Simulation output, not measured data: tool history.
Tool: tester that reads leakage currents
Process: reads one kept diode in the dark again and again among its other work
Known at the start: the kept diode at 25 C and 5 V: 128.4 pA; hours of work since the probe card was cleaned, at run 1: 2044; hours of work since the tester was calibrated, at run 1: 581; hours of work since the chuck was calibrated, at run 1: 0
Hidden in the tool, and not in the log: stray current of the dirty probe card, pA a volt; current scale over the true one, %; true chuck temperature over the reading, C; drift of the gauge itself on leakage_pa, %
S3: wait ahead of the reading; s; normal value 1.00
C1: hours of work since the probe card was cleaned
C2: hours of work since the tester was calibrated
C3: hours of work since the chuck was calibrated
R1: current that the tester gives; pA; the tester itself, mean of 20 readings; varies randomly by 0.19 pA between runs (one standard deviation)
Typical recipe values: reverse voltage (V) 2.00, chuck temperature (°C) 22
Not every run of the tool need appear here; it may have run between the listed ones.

run 1 hour=0.0 | reverse_voltage_(V)=2.00 chuck_temperature_(°C)=22 S3=1.00 | C1=2044 C2=581 C3=0 | R1=59.81
run 2 hour=231.1 | reverse_voltage_(V)=2.00 chuck_temperature_(°C)=22 S3=1.00 | C1=2163 C2=700 C3=119 | R1=60.03
run 3 hour=358.4 | reverse_voltage_(V)=2.00 chuck_temperature_(°C)=22 S3=1.00 | C1=2229 C2=766 C3=185 | R1=60.09
run 4 hour=488.6 | reverse_voltage_(V)=2.00 chuck_temperature_(°C)=22 S3=1.00 | C1=2296 C2=833 C3=252 | R1=59.75
run 5 hour=596.0 | reverse_voltage_(V)=2.00 chuck_temperature_(°C)=22 S3=1.00 | C1=2351 C2=888 C3=307 | R1=60.41
run 6 hour=826.3 | reverse_voltage_(V)=2.00 chuck_temperature_(°C)=57 S3=1.00 | C1=2470 C2=1007 C3=425 | R1=1320.86
run 7 hour=1050.8 | reverse_voltage_(V)=2.00 chuck_temperature_(°C)=57 S3=1.00 | C1=2585 C2=1122 C3=541 | R1=1315.83
run 8 hour=1207.9 | reverse_voltage_(V)=2.00 chuck_temperature_(°C)=57 S3=1.00 | C1=2666 C2=1203 C3=622 | R1=1321.76
-- hour=1262.9 probe card cleaned and baked
run 9 hour=1324.3 | reverse_voltage_(V)=2.00 chuck_temperature_(°C)=57 S3=1.00 | C1=32 C2=1261 C3=680 | R1=1316.67
run 10 hour=1565.5 | reverse_voltage_(V)=2.00 chuck_temperature_(°C)=57 S3=1.00 | C1=156 C2=1386 C3=805 | R1=1318.95
run 11 hour=1704.6 | reverse_voltage_(V)=2.00 chuck_temperature_(°C)=22 S3=3.27 | C1=227 C2=1457 C3=876 | R1=59.69
run 12 hour=1803.3 | reverse_voltage_(V)=2.00 chuck_temperature_(°C)=22 S3=1.00 | C1=278 C2=1508 C3=927 | R1=60.14
run 13 hour=1968.6 | reverse_voltage_(V)=2.00 chuck_temperature_(°C)=22 S3=1.00 | C1=363 C2=1593 C3=1012 | R1=59.89
run 14 hour=2074.2 | reverse_voltage_(V)=2.00 chuck_temperature_(°C)=22 S3=1.00 | C1=418 C2=1648 C3=1066 | R1=60.09
run 15 hour=2254.6 | reverse_voltage_(V)=2.00 chuck_temperature_(°C)=22 S3=1.00 | C1=511 C2=1740 C3=1159 | R1=60.34
run 16 hour=2450.3 | reverse_voltage_(V)=14.70 chuck_temperature_(°C)=33 S3=1.23 | C1=611 C2=1841 C3=1260 | R1=481.78
run 17 hour=2587.3 | reverse_voltage_(V)=14.92 chuck_temperature_(°C)=50 S3=0.54 | C1=682 C2=1912 C3=1331 | R1=2122.57
run 18 hour=2733.9 | reverse_voltage_(V)=6.41 chuck_temperature_(°C)=21 S3=1.88 | C1=757 C2=1987 C3=1406 | R1=99.99
run 19 hour=2894.4 | reverse_voltage_(V)=7.51 chuck_temperature_(°C)=43 S3=0.46 | C1=840 C2=2070 C3=1489 | R1=825.94
-- hour=3004.2 tester calibrated
run 20 hour=3057.0 | reverse_voltage_(V)=12.29 chuck_temperature_(°C)=36 S3=0.76 | C1=923 C2=27 C3=1572 | R1=578.06
run 21 hour=3296.9 | reverse_voltage_(V)=12.29 chuck_temperature_(°C)=36 S3=0.76 | C1=1046 C2=151 C3=1695 | R1=578.49
run 22 hour=3431.5 | reverse_voltage_(V)=13.79 chuck_temperature_(°C)=25 S3=5.31 | C1=1116 C2=220 C3=1764 | R1=219.33
run 23 hour=3547.3 | reverse_voltage_(V)=13.79 chuck_temperature_(°C)=25 S3=5.31 | C1=1175 C2=280 C3=1824 | R1=219.07
run 24 hour=3653.2 | reverse_voltage_(V)=13.79 chuck_temperature_(°C)=25 S3=5.31 | C1=1230 C2=334 C3=1879 | R1=220.22
run 25 hour=3847.0 | reverse_voltage_(V)=13.79 chuck_temperature_(°C)=25 S3=5.31 | C1=1330 C2=434 C3=1978 | R1=218.08
run 26 hour=3976.1 | reverse_voltage_(V)=2.00 chuck_temperature_(°C)=50 S3=8.29 | C1=1396 C2=500 C3=2045 | R1=745.78
run 27 hour=4172.3 | reverse_voltage_(V)=2.00 chuck_temperature_(°C)=50 S3=0.57 | C1=1497 C2=601 C3=2146 | R1=750.40
run 28 hour=4316.7 | reverse_voltage_(V)=5.93 chuck_temperature_(°C)=29 S3=1.43 | C1=1571 C2=676 C3=2220 | R1=206.73
run 29 hour=4431.4 | reverse_voltage_(V)=5.93 chuck_temperature_(°C)=21 S3=1.43 | C1=1631 C2=735 C3=2279 | R1=95.80
run 30 hour=4533.0 | reverse_voltage_(V)=5.93 chuck_temperature_(°C)=21 S3=1.43 | C1=1683 C2=787 C3=2332 | R1=95.40

Below are 5 alternative next runs, each starting from the tool's condition after run 30. Predict each:
-- hour=4617.4 chuck's temperature calibrated
run A hour=4744.0 | reverse_voltage_(V)=5.93 chuck_temperature_(°C)=27 S3=1.02 | C1=1790 C2=895 C3=65 | R1=?
-- hour=4617.4 chuck's temperature calibrated
run B hour=4744.0 | reverse_voltage_(V)=5.93 chuck_temperature_(°C)=21 S3=0.33 | C1=1790 C2=895 C3=65 | R1=?
-- hour=4617.4 chuck's temperature calibrated
run C hour=4744.0 | reverse_voltage_(V)=5.93 chuck_temperature_(°C)=21 S3=0.84 | C1=1790 C2=895 C3=65 | R1=?
-- hour=4617.4 chuck's temperature calibrated
run D hour=4744.0 | reverse_voltage_(V)=2.00 chuck_temperature_(°C)=33 S3=1.00 | C1=1790 C2=895 C3=65 | R1=?
-- hour=4617.4 chuck's temperature calibrated
run E hour=4744.0 | reverse_voltage_(V)=1.41 chuck_temperature_(°C)=59 S3=1.43 | C1=1790 C2=895 C3=65 | R1=?

run=A R1=171.84
run=B R1=99.48
run=C R1=96.67
run=D R1=169.84
run=E R1=1293.58
Take away the tool's hidden state, keep each run's random variation, and the runs would have read:
run=A R1=171.81
run=B R1=99.44
run=C R1=96.63
run=D R1=169.84
run=E R1=1293.64
